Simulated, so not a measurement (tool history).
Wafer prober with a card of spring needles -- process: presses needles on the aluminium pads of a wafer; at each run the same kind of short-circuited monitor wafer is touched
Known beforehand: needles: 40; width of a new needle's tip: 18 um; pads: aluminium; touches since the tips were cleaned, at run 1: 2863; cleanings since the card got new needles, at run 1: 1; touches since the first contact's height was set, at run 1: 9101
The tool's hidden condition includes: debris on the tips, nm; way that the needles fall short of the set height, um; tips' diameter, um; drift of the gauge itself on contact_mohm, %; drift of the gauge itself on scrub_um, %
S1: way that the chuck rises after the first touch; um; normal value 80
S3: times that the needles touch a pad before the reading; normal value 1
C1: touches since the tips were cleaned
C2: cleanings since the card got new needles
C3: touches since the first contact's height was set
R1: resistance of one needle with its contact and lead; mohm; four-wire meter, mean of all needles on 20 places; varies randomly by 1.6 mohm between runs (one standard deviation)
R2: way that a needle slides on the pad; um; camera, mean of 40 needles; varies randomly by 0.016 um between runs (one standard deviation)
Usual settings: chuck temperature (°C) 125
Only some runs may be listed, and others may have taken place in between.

Run 1, hour 0.0: usual settings; C1 2863; C2 1; C3 9101. Result: R1 208 mohm, R2 9.83 um.
At hour 5.3: tips cleaned on abrasive film.
Run 2, hour 6.2: usual settings; C1 355; C2 2; C3 11678. Result: R1 234 mohm, R2 9.83 um.
Run 3, hour 11.2: usual settings but S3 2; C1 2486; C2 2; C3 13809. Result: R1 206 mohm, R2 9.84 um.
Run 4, hour 17.2: usual settings but S3 2; C1 5040; C2 2; C3 16363. Result: R1 206 mohm, R2 9.84 um.
At hour 18.1: tips cleaned on abrasive film.
Run 5, hour 22.1: usual settings; C1 1681; C2 3; C3 18385. Result: R1 194 mohm, R2 9.83 um.
At hour 30.7: tips cleaned on abrasive film.
Run 6, hour 32.5: usual settings but chuck temperature (°C) 32; C1 766; C2 4; C3 22779. Result: R1 173 mohm, R2 9.83 um.
Run 7, hour 38.1: usual settings but S1 94 um; C1 3141; C2 4; C3 25154. Result: R1 197 mohm, R2 11.55 um.
At hour 43.2: tips cleaned on abrasive film.
Run 8, hour 46.5: usual settings but chuck temperature (°C) 32; C1 1363; C2 5; C3 28644. Result: R1 178 mohm, R2 9.82 um.
At hour 51.4: tips cleaned on abrasive film, once more.
Run 9, hour 51.9: usual settings but chuck temperature (°C) 32; C1 219; C2 6; C3 30929. Result: R1 156 mohm, R2 9.78 um.
Run 10, hour 62.1: usual settings but chuck temperature (°C) 32, S3 2; C1 4520; C2 6; C3 35230. Result: R1 185 mohm, R2 9.77 um.
At hour 64.4: tips cleaned on abrasive film.
Run 11, hour 69.7: usual settings but S1 97 um; C1 2288; C2 7; C3 38441. Result: R1 187 mohm, R2 11.85 um.
At hour 76.8: tips cleaned on abrasive film.
Run 12, hour 79.8: usual settings but S1 97 um; C1 1258; C2 8; C3 42655. Result: R1 177 mohm, R2 11.88 um.
Run 13, hour 85.9: usual settings; C1 3842; C2 8; C3 45239. Result: R1 211 mohm, R2 9.75 um.
At hour 89.3: tips cleaned on abrasive film.
Run 14, hour 92.0: usual settings but S3 3; C1 1139; C2 9; C3 47788. Result: R1 173 mohm, R2 9.80 um.
At hour 101.7: tips cleaned on abrasive film.
Run 15, hour 102.7: usual settings but S3 3; C1 415; C2 10; C3 52304. Result: R1 169 mohm, R2 9.78 um.
Run 16, hour 112.9: usual settings but S3 3; C1 4731; C2 10; C3 56620. Result: R1 183 mohm, R2 9.75 um.
At hour 113.9: tips cleaned on abrasive film.
Run 17, hour 121.5: usual settings; C1 3191; C2 11; C3 60218. Result: R1 209 mohm, R2 9.75 um.

The next listed run, before its measurement:
At hour 126.2: tips cleaned on abrasive film.
Run 18, hour 130.6: usual settings; C1 1866; C2 12; C3 64069. Result: R1 ?, R2 ?.

{"run 18": {"R1": 197, "R2": 9.73}}
With no hidden state in the tool, this same run would have given R1 163 mohm, R2 9.83 um.
